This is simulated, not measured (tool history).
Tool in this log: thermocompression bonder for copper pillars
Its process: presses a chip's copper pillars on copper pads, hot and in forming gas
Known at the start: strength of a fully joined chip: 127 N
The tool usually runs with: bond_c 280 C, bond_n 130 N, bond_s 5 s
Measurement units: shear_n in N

| run | day | bond_c | bond_n | bond_s | shear_n |
|---|---|---|---|---|---|
| 1 | 0.000 | 280 | 130 | 5 | 86.8 |
| 2 | 0.588 | 275 | 130 | 5 | 84.3 |
| 3 | 1.542 | 275 | 90 | 5 | 68.6 |
| 4 | 2.375 | 275 | 90 | 5 | 68.7 |
| 5 | 2.983 | 275 | 90 | 5 | 69.4 |
| 6 | 3.625 | 275 | 90 | 5 | 70.5 |
| 7 | 4.538 | 275 | 90 | 5 | 70.3 |
| 8 | 5.462 | 275 | 90 | 5 | 69.8 |
| 9 | 6.208 | 275 | 90 | 5 | 68.3 |
| 10 | 7.004 | 275 | 90 | 5 | 68.6 |
| 11 | 7.671 | 275 | 90 | 5 | 69.2 |
| 12 | 8.404 | 275 | 90 | 5 | 70.2 |
| 13 | 9.021 | 280 | 130 | 8 | 94.9 |
| 14 | 9.896 | 280 | 130 | 8 | 95.7 |
| 15 | 10.842 | 280 | 130 | 12 | 103.9 |
| 16 | 11.821 | 280 | 130 | 12 | 103.1 |
| 17 | 12.496 | 280 | 130 | 12 | 103.0 |
| 18 | 13.321 | 280 | 130 | 8 | 93.7 |
| 19 | 13.788 | 280 | 130 | 8 | 94.8 |
| 20 | 14.821 | 280 | 130 | 8 | 94.5 |
| 21 | 15.908 | 280 | 130 | 8 | 94.9 |
| 22 | 16.617 | 280 | 136 | 10 | 99.7 |
| 23 | 17.562 | 280 | 113 | 5 | 79.6 |
| 24 | 18.704 | 267 | 130 | 3 | 66.7 |
| 25 | 19.442 | 267 | 130 | 3 | 67.0 |
| 26 | 20.025 | 261 | 139 | 3 | 65.5 |
| 27 | 20.692 | 256 | 108 | 12 | 83.4 |
|  | 21.304 | forming gas filter changed |
| 28 | 21.462 | 257 | 81 | 5 | 57.3 |
| 29 | 21.983 | 257 | 113 | 5 | 69.9 |
| 30 | 22.592 | 303 | 82 | 5 | 83.2 |
| 31 | 23.512 | 284 | 109 | 9 | 96.7 |
| 32 | 24.075 | 272 | 130 | 10 | 98.7 |
| 33 | 24.758 | 272 | 195 | 4 | 94.8 |
| 34 | 25.392 | 272 | 195 | 4 | 94.1 |
| 35 | 25.854 | 255 | 130 | 8 | 83.6 |
| 36 | 26.854 | 255 | 130 | 8 | 83.9 |
| 37 | 27.571 | 289 | 96 | 3 | 69.6 |
| 38 | 28.196 | 289 | 96 | 3 | 69.4 |
| 39 | 28.958 | 297 | 130 | 5 | 97.0 |
| 40 | 29.904 | 251 | 193 | 6 | 90.9 |

Consider 3 possible next runs. They are alternatives, not a sequence: every one starts from the tool as it was left by run 40. What does each give?
| A | 30.696 | 282 | 183 | 3 | ? |
| B | 30.696 | 265 | 151 | 4 | ? |
| C | 30.696 | 251 | 193 | 5 | ? |

| run | shear_n |
|---|---|
| A | 89.3 |
| B | 81.2 |
| C | 87.2 |
Without the tool's unlogged condition, the same runs would have read:
| run | shear_n |
|---|---|
| A | 91.4 |
| B | 83.5 |
| C | 89.6 |
